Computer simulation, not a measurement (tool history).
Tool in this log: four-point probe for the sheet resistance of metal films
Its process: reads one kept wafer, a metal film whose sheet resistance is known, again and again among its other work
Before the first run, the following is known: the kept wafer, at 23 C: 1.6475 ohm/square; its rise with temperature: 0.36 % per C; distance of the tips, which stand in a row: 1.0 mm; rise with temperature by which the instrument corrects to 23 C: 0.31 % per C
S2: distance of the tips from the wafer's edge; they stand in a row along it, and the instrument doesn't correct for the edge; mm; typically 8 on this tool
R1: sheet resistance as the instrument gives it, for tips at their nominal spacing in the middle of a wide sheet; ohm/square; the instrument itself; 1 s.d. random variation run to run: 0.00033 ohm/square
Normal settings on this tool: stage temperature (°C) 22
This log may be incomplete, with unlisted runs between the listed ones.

{"run": 1, "hour": 0.0, "stage temperature (°C)": 22, "S2": 8, "R1": 1.653832}
{"run": 2, "hour": 14.1, "stage temperature (°C)": 22, "S2": 8, "R1": 1.654021}
{"run": 3, "hour": 38.0, "stage temperature (°C)": 22, "S2": 8, "R1": 1.654018}
{"run": 4, "hour": 56.1, "stage temperature (°C)": 22, "S2": 8, "R1": 1.653705}
{"run": 5, "hour": 80.4, "stage temperature (°C)": 22, "S2": 8, "R1": 1.653659}
{"run": 6, "hour": 98.5, "stage temperature (°C)": 22, "S2": 8, "R1": 1.653549}
{"run": 7, "hour": 114.6, "stage temperature (°C)": 22, "S2": 8, "R1": 1.653211}
{"run": 8, "hour": 134.4, "stage temperature (°C)": 22, "S2": 8, "R1": 1.653426}
{"run": 9, "hour": 146.2, "stage temperature (°C)": 22, "S2": 4, "R1": 1.692448}
{"run": 10, "hour": 156.9, "stage temperature (°C)": 22, "S2": 4, "R1": 1.69292}
{"run": 11, "hour": 179.2, "stage temperature (°C)": 22, "S2": 8, "R1": 1.652714}
{"run": 12, "hour": 198.7, "stage temperature (°C)": 22, "S2": 49, "R1": 1.639266}
{"run": 13, "hour": 217.1, "stage temperature (°C)": 22, "S2": 49, "R1": 1.639422}
{"run": 14, "hour": 240.3, "stage temperature (°C)": 22, "S2": 49, "R1": 1.639848}
{"run": 15, "hour": 259.3, "stage temperature (°C)": 22, "S2": 4, "R1": 1.692521}
{"run": 16, "hour": 276.5, "stage temperature (°C)": 22, "S2": 4, "R1": 1.692071}
{"run": 17, "hour": 291.8, "stage temperature (°C)": 22, "S2": 8, "R1": 1.652284}
{"run": 18, "hour": 312.3, "stage temperature (°C)": 22, "S2": 8, "R1": 1.652123}
{"run": 19, "hour": 324.6, "stage temperature (°C)": 22, "S2": 8, "R1": 1.651813}
{"run": 20, "hour": 335.0, "stage temperature (°C)": 22, "S2": 8, "R1": 1.652056}
{"run": 21, "hour": 356.9, "stage temperature (°C)": 22, "S2": 8, "R1": 1.652124}
{"run": 22, "hour": 372.6, "stage temperature (°C)": 22, "S2": 8, "R1": 1.6523}
{"run": 23, "hour": 392.0, "stage temperature (°C)": 21, "S2": 16, "R1": 1.640904}
{"run": 24, "hour": 407.8, "stage temperature (°C)": 21, "S2": 28, "R1": 1.638221}
{"run": 25, "hour": 432.2, "stage temperature (°C)": 35, "S2": 10, "R1": 1.655621}
{"run": 26, "hour": 451.3, "stage temperature (°C)": 35, "S2": 10, "R1": 1.655227}
{"run": 27, "hour": 464.3, "stage temperature (°C)": 24, "S2": 15, "R1": 1.642737}
{"run": 28, "hour": 486.0, "stage temperature (°C)": 19, "S2": 4, "R1": 1.688359}
{"run": 29, "hour": 510.7, "stage temperature (°C)": 22, "S2": 24, "R1": 1.638769}
{"run": 30, "hour": 525.0, "stage temperature (°C)": 22, "S2": 24, "R1": 1.638678}
{"run": 31, "hour": 535.3, "stage temperature (°C)": 34, "S2": 3, "R1": 1.737475}
{"run": 32, "hour": 546.4, "stage temperature (°C)": 26, "S2": 4, "R1": 1.693717}
{"run": 33, "hour": 561.0, "stage temperature (°C)": 30, "S2": 7, "R1": 1.660843}
{"run": 34, "hour": 576.0, "stage temperature (°C)": 22, "S2": 36, "R1": 1.638131}
{"run": 35, "hour": 591.3, "stage temperature (°C)": 21, "S2": 10, "R1": 1.644813}
{"run": 36, "hour": 608.4, "stage temperature (°C)": 21, "S2": 6, "R1": 1.660246}
{"run": 37, "hour": 622.3, "stage temperature (°C)": 21, "S2": 6, "R1": 1.661018}
{"run": 38, "hour": 635.9, "stage temperature (°C)": 27, "S2": 20, "R1": 1.641732}
{"run": 39, "hour": 659.6, "stage temperature (°C)": 26, "S2": 63, "R1": 1.639404}
{"run": 40, "hour": 682.2, "stage temperature (°C)": 22, "S2": 63, "R1": 1.636014}
{"run": 41, "hour": 693.3, "stage temperature (°C)": 22, "S2": 10, "R1": 1.644525}
{"run": 42, "hour": 718.2, "stage temperature (°C)": 22, "S2": 10, "R1": 1.644942}
{"run": 43, "hour": 735.3, "stage temperature (°C)": 22, "S2": 65, "R1": 1.635702}
{"run": 44, "hour": 751.1, "stage temperature (°C)": 22, "S2": 65, "R1": 1.636591}

What would each run have given without the hidden state, its run-to-run variation left as it was?
Hidden state present: inner tips' distance over the nominal, %; tips' flats over new ones', %; wafer's true temperature over the reading, C; drift of the gauge itself on sheet_ohm, %.
run=1 R1=1.660269
run=2 R1=1.660551
run=3 R1=1.660680
run=4 R1=1.660485
run=5 R1=1.660577
run=6 R1=1.660587
run=7 R1=1.660345
run=8 R1=1.660691
run=9 R1=1.699942
run=10 R1=1.700481
run=11 R1=1.660262
run=12 R1=1.646882
run=13 R1=1.647141
run=14 R1=1.647715
run=15 R1=1.700740
run=16 R1=1.700399
run=17 R1=1.660530
run=18 R1=1.660490
run=19 R1=1.660251
run=20 R1=1.660556
run=21 R1=1.660758
run=22 R1=1.661031
run=23 R1=1.649694
run=24 R1=1.647091
run=25 R1=1.664752
run=26 R1=1.664474
run=27 R1=1.651972
run=28 R1=1.697940
run=29 R1=1.648248
run=30 R1=1.648244
run=31 R1=1.747671
run=32 R1=1.703737
run=33 R1=1.670797
run=34 R1=1.648014
run=35 R1=1.654821
run=36 R1=1.670444
run=37 R1=1.671301
run=38 R1=1.652008
run=39 R1=1.649804
run=40 R1=1.646521
run=41 R1=1.655151
run=42 R1=1.655726
run=43 R1=1.646524
run=44 R1=1.647515

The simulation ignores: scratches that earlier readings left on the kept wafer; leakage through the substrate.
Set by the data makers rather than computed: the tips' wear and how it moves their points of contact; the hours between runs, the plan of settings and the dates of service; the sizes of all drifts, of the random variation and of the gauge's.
